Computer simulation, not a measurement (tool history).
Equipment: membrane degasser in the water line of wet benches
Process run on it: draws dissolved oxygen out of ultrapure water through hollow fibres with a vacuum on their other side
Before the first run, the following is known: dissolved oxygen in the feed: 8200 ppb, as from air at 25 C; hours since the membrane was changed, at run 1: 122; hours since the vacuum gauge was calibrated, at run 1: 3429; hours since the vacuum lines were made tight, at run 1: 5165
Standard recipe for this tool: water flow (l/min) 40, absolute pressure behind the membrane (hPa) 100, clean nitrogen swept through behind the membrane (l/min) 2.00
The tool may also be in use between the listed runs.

run,hour,water flow (l/min),absolute pressure behind the membrane (hPa),clean nitrogen swept through behind the membrane (l/min),hours since the membrane was changed,hours since the vacuum gauge was calibrated,hours since the vacuum lines were made tight,dissolved oxygen in the water behind the degasser (ppb),pressure that the water loses in the fibres (hPa)
1,0.0,40,100,2.00,122,3429,5165,305.1,670.4
2,57.9,40,100,2.00,180,3486,5223,306.5,681.9
3,105.4,40,100,2.00,227,3534,5270,307.6,676.9
4,154.2,54,100,2.00,276,3583,5319,410.9,915.9
5,187.6,43,100,2.00,309,3616,5352,327.7,724.2
6,217.6,36,100,2.00,339,3646,5382,278.4,604.9
7,253.8,36,100,2.00,376,3682,5418,279.6,609.8
8,295.4,36,100,2.00,417,3724,5460,279.6,611.3
9,336.4,40,108,2.00,458,3765,5501,338.1,672.7
10,363.4,40,108,2.00,485,3792,5528,341.4,677.4
# hour 368.2: vacuum gauge calibrated
11,392.3,40,92,2.00,514,24,5556,273.9,673.2
12,419.0,40,92,2.00,540,51,5583,273.9,675.0
13,457.2,40,92,4.22,578,89,5621,144.0,673.5
14,486.2,40,92,4.22,607,118,5650,144.1,679.4
15,538.4,40,100,2.00,660,170,5703,307.0,678.3
16,595.1,40,100,2.00,716,227,5759,307.8,680.0
17,623.7,34,113,1.49,745,255,5788,400.9,577.4
# hour 664.9: vacuum gauge calibrated, once more
18,678.8,40,75,3.15,800,14,5843,132.6,677.2
19,716.8,40,75,3.15,838,52,5881,132.4,674.7
20,745.5,40,75,3.15,866,81,5909,133.4,681.0
21,788.2,40,75,3.15,909,123,5952,132.4,677.1
22,814.1,40,110,3.30,935,149,5978,222.8,678.5
23,862.8,40,110,3.30,984,198,6027,224.1,680.0
24,897.5,40,165,2.00,1018,233,6061,562.7,679.8
25,940.7,40,113,2.00,1061,276,6104,355.8,677.3
26,999.5,25,113,1.08,1120,335,6163,399.5,423.6
27,1033.4,25,113,1.08,1154,368,6197,398.6,424.7
28,1082.7,40,100,1.10,1203,418,6246,488.7,680.3
29,1142.5,40,100,1.10,1263,478,6306,490.0,680.6
30,1199.0,32,86,2.42,1320,534,6363,167.4,544.4
31,1237.7,32,86,1.89,1358,573,6401,209.3,545.9

Branching from run 31: 3 alternative next runs. What would each branch give?
A,1289.8,32,86,1.32,1411,625,6453,?,?
B,1289.8,54,86,1.89,1411,625,6453,?,?
C,1289.8,37,211,2.84,1411,625,6453,?,?

run,dissolved oxygen in the water behind the degasser (ppb),pressure that the water loses in the fibres (hPa)
A,282.2,542.0
B,345.6,918.7
C,520.1,627.9
Without the tool's hidden state the same runs would have given:
run,dissolved oxygen in the water behind the degasser (ppb),pressure that the water loses in the fibres (hPa)
A,279.2,537.6
B,342.2,911.0
C,514.8,622.7

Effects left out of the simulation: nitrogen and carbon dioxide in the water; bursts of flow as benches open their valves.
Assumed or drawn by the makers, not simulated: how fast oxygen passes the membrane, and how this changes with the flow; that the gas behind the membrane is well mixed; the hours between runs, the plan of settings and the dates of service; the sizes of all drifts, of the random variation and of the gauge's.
